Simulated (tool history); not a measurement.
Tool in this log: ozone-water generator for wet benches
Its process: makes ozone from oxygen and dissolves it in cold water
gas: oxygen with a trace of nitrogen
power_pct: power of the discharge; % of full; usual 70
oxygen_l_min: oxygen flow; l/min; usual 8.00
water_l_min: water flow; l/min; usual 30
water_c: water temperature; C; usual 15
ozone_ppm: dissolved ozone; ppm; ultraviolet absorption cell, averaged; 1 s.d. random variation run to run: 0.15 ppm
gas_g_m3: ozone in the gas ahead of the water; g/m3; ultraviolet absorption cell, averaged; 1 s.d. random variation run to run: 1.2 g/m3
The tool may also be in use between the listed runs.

{"run": 1, "hour": 0.0, "power_pct": 70, "oxygen_l_min": 8.0, "water_l_min": 30, "water_c": 15, "ozone_ppm": 18.5, "gas_g_m3": 217.3}
{"run": 2, "hour": 82.1, "power_pct": 70, "oxygen_l_min": 8.0, "water_l_min": 30, "water_c": 15, "ozone_ppm": 18.5, "gas_g_m3": 216.7}
{"run": 3, "hour": 159.8, "power_pct": 70, "oxygen_l_min": 8.0, "water_l_min": 30, "water_c": 15, "ozone_ppm": 18.4, "gas_g_m3": 217.6}
{"run": 4, "hour": 210.6, "power_pct": 70, "oxygen_l_min": 8.0, "water_l_min": 30, "water_c": 15, "ozone_ppm": 18.4, "gas_g_m3": 218.7}
{"run": 5, "hour": 254.1, "power_pct": 70, "oxygen_l_min": 8.0, "water_l_min": 30, "water_c": 15, "ozone_ppm": 18.4, "gas_g_m3": 220.5}
{"run": 6, "hour": 312.7, "power_pct": 70, "oxygen_l_min": 8.0, "water_l_min": 30, "water_c": 15, "ozone_ppm": 18.3, "gas_g_m3": 219.5}
{"run": 7, "hour": 414.4, "power_pct": 70, "oxygen_l_min": 8.0, "water_l_min": 30, "water_c": 22, "ozone_ppm": 16.4, "gas_g_m3": 220.2}
{"run": 8, "hour": 499.2, "power_pct": 70, "oxygen_l_min": 8.0, "water_l_min": 30, "water_c": 22, "ozone_ppm": 16.5, "gas_g_m3": 220.9}
{"run": 9, "hour": 554.5, "power_pct": 70, "oxygen_l_min": 8.0, "water_l_min": 30, "water_c": 22, "ozone_ppm": 16.5, "gas_g_m3": 221.0}
{"run": 10, "hour": 625.9, "power_pct": 70, "oxygen_l_min": 8.0, "water_l_min": 30, "water_c": 22, "ozone_ppm": 16.5, "gas_g_m3": 221.2}
{"run": 11, "hour": 728.9, "power_pct": 70, "oxygen_l_min": 8.0, "water_l_min": 30, "water_c": 22, "ozone_ppm": 16.6, "gas_g_m3": 223.4}
{"run": 12, "hour": 777.2, "power_pct": 86, "oxygen_l_min": 8.0, "water_l_min": 30, "water_c": 15, "ozone_ppm": 21.9, "gas_g_m3": 268.0}
{"run": 13, "hour": 854.5, "power_pct": 74, "oxygen_l_min": 9.41, "water_l_min": 24, "water_c": 21, "ozone_ppm": 20.9, "gas_g_m3": 209.7}
{"hour": 924.4, "done": "water thermometer calibrated"}
{"hour": 952.5, "done": "gauge calibrated"}
{"run": 14, "hour": 952.5, "power_pct": 89, "oxygen_l_min": 10.14, "water_l_min": 45, "water_c": 13, "ozone_ppm": 14.6, "gas_g_m3": 227.8}
{"run": 15, "hour": 1014.0, "power_pct": 80, "oxygen_l_min": 10.14, "water_l_min": 48, "water_c": 11, "ozone_ppm": 12.7, "gas_g_m3": 208.9}
{"run": 16, "hour": 1109.8, "power_pct": 90, "oxygen_l_min": 8.0, "water_l_min": 44, "water_c": 15, "ozone_ppm": 14.8, "gas_g_m3": 270.2}
{"run": 17, "hour": 1155.9, "power_pct": 70, "oxygen_l_min": 8.0, "water_l_min": 36, "water_c": 15, "ozone_ppm": 15.3, "gas_g_m3": 221.7}
{"run": 18, "hour": 1213.4, "power_pct": 70, "oxygen_l_min": 8.0, "water_l_min": 36, "water_c": 15, "ozone_ppm": 15.0, "gas_g_m3": 219.9}
{"run": 19, "hour": 1282.8, "power_pct": 70, "oxygen_l_min": 8.0, "water_l_min": 36, "water_c": 15, "ozone_ppm": 15.0, "gas_g_m3": 219.4}
{"run": 20, "hour": 1372.3, "power_pct": 50, "oxygen_l_min": 11.51, "water_l_min": 47, "water_c": 22, "ozone_ppm": 7.2, "gas_g_m3": 128.6}
{"run": 21, "hour": 1448.2, "power_pct": 50, "oxygen_l_min": 11.51, "water_l_min": 47, "water_c": 11, "ozone_ppm": 8.6, "gas_g_m3": 128.7}
{"run": 22, "hour": 1539.4, "power_pct": 50, "oxygen_l_min": 11.51, "water_l_min": 47, "water_c": 11, "ozone_ppm": 8.6, "gas_g_m3": 130.4}
{"run": 23, "hour": 1616.3, "power_pct": 87, "oxygen_l_min": 5.14, "water_l_min": 29, "water_c": 20, "ozone_ppm": 22.1, "gas_g_m3": 356.8}
{"run": 24, "hour": 1719.1, "power_pct": 93, "oxygen_l_min": 11.1, "water_l_min": 22, "water_c": 9, "ozone_ppm": 32.9, "gas_g_m3": 228.5}

Each row is a separate what-if for the run after 24, all from the same tool condition, not one after another. Results?
{"run": "A", "hour": 1812.8, "power_pct": 62, "oxygen_l_min": 11.1, "water_l_min": 24, "water_c": 9, "ozone_ppm": "?", "gas_g_m3": "?"}
{"run": "B", "hour": 1812.8, "power_pct": 70, "oxygen_l_min": 8.7, "water_l_min": 36, "water_c": 14, "ozone_ppm": "?", "gas_g_m3": "?"}
{"run": "C", "hour": 1812.8, "power_pct": 93, "oxygen_l_min": 9.33, "water_l_min": 22, "water_c": 9, "ozone_ppm": "?", "gas_g_m3": "?"}

run=A ozone_ppm=21.4 gas_g_m3=161.5
run=B ozone_ppm=15.5 gas_g_m3=212.3
run=C ozone_ppm=33.7 gas_g_m3=257.3
What these runs would have given with no unlogged condition in the tool:
run=A ozone_ppm=21.4 gas_g_m3=157.6
run=B ozone_ppm=15.5 gas_g_m3=207.2
run=C ozone_ppm=33.9 gas_g_m3=251.2
